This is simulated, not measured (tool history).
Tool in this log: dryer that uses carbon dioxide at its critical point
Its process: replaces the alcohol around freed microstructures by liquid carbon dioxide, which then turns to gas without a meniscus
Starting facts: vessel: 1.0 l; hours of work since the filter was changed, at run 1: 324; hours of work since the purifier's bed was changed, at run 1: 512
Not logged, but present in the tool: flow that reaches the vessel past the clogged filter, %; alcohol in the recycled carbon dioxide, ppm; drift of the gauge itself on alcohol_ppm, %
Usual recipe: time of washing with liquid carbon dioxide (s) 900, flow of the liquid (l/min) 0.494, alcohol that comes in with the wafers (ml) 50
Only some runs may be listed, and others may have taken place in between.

run	hour	time of washing with liquid carbon dioxide (s)	flow of the liquid (l/min)	alcohol that comes in with the wafers (ml)	hours of work since the filter was changed	hours of work since the purifier's bed was changed	alcohol left in the vessel before it's heated (ppm by volume)
1	0.0	900	0.494	50	324	512	606
# hour 4.5: inlet filter changed
2	31.3	900	0.494	50	10	524	264
3	63.5	900	0.518	50	23	537	234
4	100.4	900	0.518	101	37	551	418
5	124.4	900	0.494	50	47	561	306
6	155.9	900	0.494	50	59	573	315
7	175.6	900	0.494	50	67	581	309
8	193.2	900	0.494	37	74	587	255
9	210.6	900	0.631	55	80	594	135
10	245.1	900	0.439	24	94	608	288

Forecast each of these 3 alternatives for the next run:
A	268.9	1320	0.650	75	103	617	?
B	268.9	900	0.533	50	103	617	?
C	268.9	840	0.570	24	103	617	?

run	alcohol left in the vessel before it's heated (ppm by volume)
A	80
B	256
C	169
Without the tool's unlogged condition, the same runs would have read:
run	alcohol left in the vessel before it's heated (ppm by volume)
A	14
B	142
C	78
